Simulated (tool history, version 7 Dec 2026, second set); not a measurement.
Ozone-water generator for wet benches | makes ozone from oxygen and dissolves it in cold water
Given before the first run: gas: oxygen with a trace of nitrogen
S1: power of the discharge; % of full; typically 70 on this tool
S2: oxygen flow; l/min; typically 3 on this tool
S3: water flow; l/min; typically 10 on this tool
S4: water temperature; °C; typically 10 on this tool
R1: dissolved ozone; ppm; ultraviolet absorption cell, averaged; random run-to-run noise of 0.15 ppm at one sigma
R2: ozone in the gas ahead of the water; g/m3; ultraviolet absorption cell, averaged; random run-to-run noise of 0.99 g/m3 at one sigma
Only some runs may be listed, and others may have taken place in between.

{"run": 1, "hour": 0.0, "S1": 70, "S2": 3, "S3": 10, "S4": 10, "R1": 16.1, "R2": 154.6}
{"run": 2, "hour": 95.5, "S1": 70, "S2": 3, "S3": 10, "S4": 10, "R1": 16, "R2": 154.7}
{"run": 3, "hour": 205.8, "S1": 70, "S2": 3, "S3": 10, "S4": 11, "R1": 15.6, "R2": 153.6}
{"run": 4, "hour": 284.3, "S1": 70, "S2": 3, "S3": 10, "S4": 17, "R1": 14.6, "R2": 153.5}
{"run": 5, "hour": 404.2, "S1": 70, "S2": 3, "S3": 10, "S4": 17, "R1": 14.5, "R2": 153.1}
{"run": 6, "hour": 521.4, "S1": 50, "S2": 3, "S3": 10, "S4": 10, "R1": 13.6, "R2": 130.5}
{"run": 7, "hour": 591.3, "S1": 50, "S2": 3, "S3": 10, "S4": 10, "R1": 13.7, "R2": 130.7}
{"run": 8, "hour": 703.5, "S1": 50, "S2": 3, "S3": 10, "S4": 10, "R1": 13.6, "R2": 130.5}
{"run": 9, "hour": 752.7, "S1": 50, "S2": 3, "S3": 10, "S4": 10, "R1": 13.5, "R2": 131.1}
{"run": 10, "hour": 811.7, "S1": 50, "S2": 3, "S3": 10, "S4": 10, "R1": 13.5, "R2": 130.1}
{"run": 11, "hour": 871.9, "S1": 50, "S2": 3, "S3": 10, "S4": 10, "R1": 13.4, "R2": 131.1}
{"run": 12, "hour": 940.9, "S1": 70, "S2": 3, "S3": 10, "S4": 10, "R1": 16, "R2": 150.2}
{"run": 13, "hour": 1052.2, "S1": 70, "S2": 3, "S3": 10, "S4": 10, "R1": 15.6, "R2": 151.6}
{"run": 14, "hour": 1154.6, "S1": 70, "S2": 3, "S3": 10, "S4": 10, "R1": 15.5, "R2": 151.5}
{"run": 15, "hour": 1210.8, "S1": 70, "S2": 3, "S3": 10, "S4": 10, "R1": 15.5, "R2": 152}
{"run": 16, "hour": 1274.6, "S1": 70, "S2": 3, "S3": 10, "S4": 10, "R1": 15.4, "R2": 151.5}
{"run": 17, "hour": 1386.2, "S1": 65, "S2": 1.87, "S3": 6, "S4": 11, "R1": 20.8, "R2": 176}
{"run": 18, "hour": 1447.8, "S1": 65, "S2": 1.87, "S3": 6, "S4": 11, "R1": 20.4, "R2": 177.8}

Run 19, settings as shown, results not yet in. Your forecast:
{"run": 19, "hour": 1567.7, "S1": 65, "S2": 1.87, "S3": 6, "S4": 11, "R1": "?", "R2": "?"}

{"run 19": {"R1": 20.4, "R2": 177.3}}
Had the tool carried no hidden state, the very same run would have given R1 24.2 ppm, R2 202 g/m3.
